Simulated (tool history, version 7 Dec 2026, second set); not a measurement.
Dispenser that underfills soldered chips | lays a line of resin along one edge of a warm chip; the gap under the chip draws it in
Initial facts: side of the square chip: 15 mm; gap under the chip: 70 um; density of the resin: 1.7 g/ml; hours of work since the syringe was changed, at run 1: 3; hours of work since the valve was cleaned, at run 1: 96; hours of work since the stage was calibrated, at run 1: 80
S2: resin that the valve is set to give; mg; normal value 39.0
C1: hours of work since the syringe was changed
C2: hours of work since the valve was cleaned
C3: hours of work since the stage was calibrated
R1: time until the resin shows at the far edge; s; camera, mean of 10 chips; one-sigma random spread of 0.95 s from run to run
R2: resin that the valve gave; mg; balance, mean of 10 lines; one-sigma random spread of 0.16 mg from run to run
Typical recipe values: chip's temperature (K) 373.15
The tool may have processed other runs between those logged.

{"run": 1, "day": 0.0, "chip's temperature (K)": 373.15, "S2": 39.0, "C1": 3, "C2": 96, "C3": 80, "R1": 96.1, "R2": 37.91}
{"run": 2, "day": 0.133, "chip's temperature (K)": 366.15, "S2": 39.0, "C1": 6, "C2": 99, "C3": 82, "R1": 126.7, "R2": 37.61}
{"day": 0.196, "done": "new syringe of resin"}
{"run": 3, "day": 0.229, "chip's temperature (K)": 373.15, "S2": 39.0, "C1": 1, "C2": 100, "C3": 84, "R1": 91.8, "R2": 37.77}
{"run": 4, "day": 0.346, "chip's temperature (K)": 373.15, "S2": 39.0, "C1": 3, "C2": 102, "C3": 86, "R1": 96.3, "R2": 37.41}
{"run": 5, "day": 0.462, "chip's temperature (K)": 373.15, "S2": 44.7, "C1": 4, "C2": 104, "C3": 87, "R1": 103.0, "R2": 43.21}
{"day": 0.592, "done": "new syringe of resin"}
{"run": 6, "day": 0.592, "chip's temperature (K)": 373.15, "S2": 39.0, "C1": 0, "C2": 106, "C3": 89, "R1": 91.3, "R2": 37.53}
{"run": 7, "day": 0.671, "chip's temperature (K)": 373.15, "S2": 39.0, "C1": 1, "C2": 107, "C3": 91, "R1": 97.3, "R2": 37.63}
{"run": 8, "day": 0.788, "chip's temperature (K)": 373.15, "S2": 39.0, "C1": 3, "C2": 109, "C3": 93, "R1": 102.6, "R2": 37.52}
{"run": 9, "day": 0.95, "chip's temperature (K)": 373.15, "S2": 39.0, "C1": 6, "C2": 112, "C3": 95, "R1": 111.6, "R2": 37.22}
{"day": 0.992, "done": "new syringe of resin"}
{"run": 10, "day": 1.058, "chip's temperature (K)": 373.15, "S2": 39.0, "C1": 1, "C2": 114, "C3": 97, "R1": 96.2, "R2": 37.34}
{"run": 11, "day": 1.25, "chip's temperature (K)": 373.15, "S2": 39.0, "C1": 4, "C2": 117, "C3": 100, "R1": 106.7, "R2": 37.29}
{"day": 1.388, "done": "new syringe of resin"}
{"run": 12, "day": 1.408, "chip's temperature (K)": 373.15, "S2": 39.0, "C1": 0, "C2": 119, "C3": 103, "R1": 90.3, "R2": 37.38}
{"run": 13, "day": 1.504, "chip's temperature (K)": 373.15, "S2": 39.0, "C1": 2, "C2": 121, "C3": 104, "R1": 95.3, "R2": 37.37}
{"run": 14, "day": 1.7, "chip's temperature (K)": 373.15, "S2": 47.6, "C1": 5, "C2": 124, "C3": 108, "R1": 101.3, "R2": 45.42}
{"day": 1.788, "done": "new syringe of resin"}
{"run": 15, "day": 1.875, "chip's temperature (K)": 373.15, "S2": 47.6, "C1": 1, "C2": 127, "C3": 110, "R1": 89.7, "R2": 45.63}
{"run": 16, "day": 2.008, "chip's temperature (K)": 374.15, "S2": 39.0, "C1": 4, "C2": 129, "C3": 113, "R1": 98.9, "R2": 37.4}
{"run": 17, "day": 2.108, "chip's temperature (K)": 374.15, "S2": 39.0, "C1": 5, "C2": 131, "C3": 114, "R1": 104.7, "R2": 36.95}
{"day": 2.192, "done": "new syringe of resin"}
{"run": 18, "day": 2.317, "chip's temperature (K)": 374.15, "S2": 39.0, "C1": 2, "C2": 134, "C3": 118, "R1": 94.3, "R2": 37.32}
{"run": 19, "day": 2.412, "chip's temperature (K)": 373.15, "S2": 37.9, "C1": 4, "C2": 136, "C3": 119, "R1": 103.0, "R2": 36.17}
{"run": 20, "day": 2.521, "chip's temperature (K)": 385.15, "S2": 35.3, "C1": 6, "C2": 137, "C3": 121, "R1": 84.2, "R2": 33.23}
{"day": 2.592, "done": "new syringe of resin"}
{"run": 21, "day": 2.658, "chip's temperature (K)": 378.15, "S2": 34.2, "C1": 1, "C2": 140, "C3": 123, "R1": 84.1, "R2": 32.47}
{"day": 2.733, "done": "dispensing valve cleaned and set on the balance"}
{"run": 22, "day": 2.788, "chip's temperature (K)": 385.15, "S2": 45.9, "C1": 3, "C2": 1, "C3": 125, "R1": 71.5, "R2": 45.78}
{"run": 23, "day": 2.875, "chip's temperature (K)": 385.15, "S2": 45.9, "C1": 4, "C2": 2, "C3": 126, "R1": 74.6, "R2": 46.01}
{"day": 3.042, "done": "new syringe of resin"}
{"run": 24, "day": 3.079, "chip's temperature (K)": 363.15, "S2": 44.8, "C1": 1, "C2": 6, "C3": 129, "R1": 116.2, "R2": 44.65}
{"run": 25, "day": 3.196, "chip's temperature (K)": 376.15, "S2": 44.8, "C1": 3, "C2": 8, "C3": 131, "R1": 86.7, "R2": 44.63}
{"run": 26, "day": 3.279, "chip's temperature (K)": 363.15, "S2": 47.3, "C1": 4, "C2": 9, "C3": 133, "R1": 129.0, "R2": 47.05}
{"run": 27, "day": 3.379, "chip's temperature (K)": 369.15, "S2": 36.7, "C1": 6, "C2": 11, "C3": 134, "R1": 122.7, "R2": 36.38}
{"day": 3.45, "done": "new syringe of resin"}
{"run": 28, "day": 3.525, "chip's temperature (K)": 369.15, "S2": 36.7, "C1": 1, "C2": 13, "C3": 136, "R1": 102.7, "R2": 36.7}
{"run": 29, "day": 3.625, "chip's temperature (K)": 369.15, "S2": 36.7, "C1": 3, "C2": 15, "C3": 138, "R1": 110.7, "R2": 36.72}
{"run": 30, "day": 3.712, "chip's temperature (K)": 369.15, "S2": 36.7, "C1": 4, "C2": 16, "C3": 140, "R1": 115.7, "R2": 36.47}
{"day": 3.85, "done": "new syringe of resin"}
{"run": 31, "day": 3.85, "chip's temperature (K)": 367.15, "S2": 34.0, "C1": 0, "C2": 18, "C3": 142, "R1": 105.2, "R2": 33.84}
{"run": 32, "day": 4.029, "chip's temperature (K)": 367.15, "S2": 34.0, "C1": 3, "C2": 21, "C3": 145, "R1": 117.0, "R2": 34.16}
{"run": 33, "day": 4.121, "chip's temperature (K)": 367.15, "S2": 34.0, "C1": 5, "C2": 23, "C3": 146, "R1": 123.0, "R2": 33.89}
{"day": 4.25, "done": "new syringe of resin"}
{"run": 34, "day": 4.258, "chip's temperature (K)": 367.15, "S2": 34.0, "C1": 0, "C2": 25, "C3": 148, "R1": 104.8, "R2": 33.65}
{"run": 35, "day": 4.429, "chip's temperature (K)": 373.15, "S2": 39.2, "C1": 3, "C2": 28, "C3": 151, "R1": 95.5, "R2": 38.83}
{"run": 36, "day": 4.558, "chip's temperature (K)": 371.15, "S2": 42.2, "C1": 5, "C2": 30, "C3": 153, "R1": 108.7, "R2": 41.8}
{"day": 4.65, "done": "new syringe of resin"}
{"run": 37, "day": 4.729, "chip's temperature (K)": 380.15, "S2": 43.6, "C1": 1, "C2": 32, "C3": 156, "R1": 74.6, "R2": 43.38}

Some steps in R1 between neighbouring runs. How much of each would the tool show without its hidden state too (settings, what came in, random variation), and how much is left for the hidden state, with any gauge scatter that isn't in both results?
Hidden state at play: resin's viscosity, % of fresh resin's; dose that the valve gives, % of what is set; true chip temperature over the reading, C; drift of the gauge itself on fill_s, %; drift of the gauge itself on given_mg, %.
Run 2 -> 3: chip's temperature (K) 366.15 -> 373.15, new syringe of resin. R1 -34.9 s: hidden state -17.4, all else -17.5.
Run 9 -> 10: new syringe of resin. R1 -15.4 s: hidden state -17.7, all else +2.3.
Run 23 -> 24: chip's temperature (K) 385.15 -> 363.15, S2 45.9 -> 44.8, new syringe of resin. R1 +41.6 s: hidden state -8.9, all else +50.5.
Run 25 -> 26: chip's temperature (K) 376.15 -> 363.15, S2 44.8 -> 47.3. R1 +42.3 s: hidden state +8.4, all else +33.9.
Run 27 -> 28: new syringe of resin. R1 -20.0 s: hidden state -18.6, all else -1.4.
Run 33 -> 34: new syringe of resin. R1 -18.2 s: hidden state -18.2, all else +0.0.
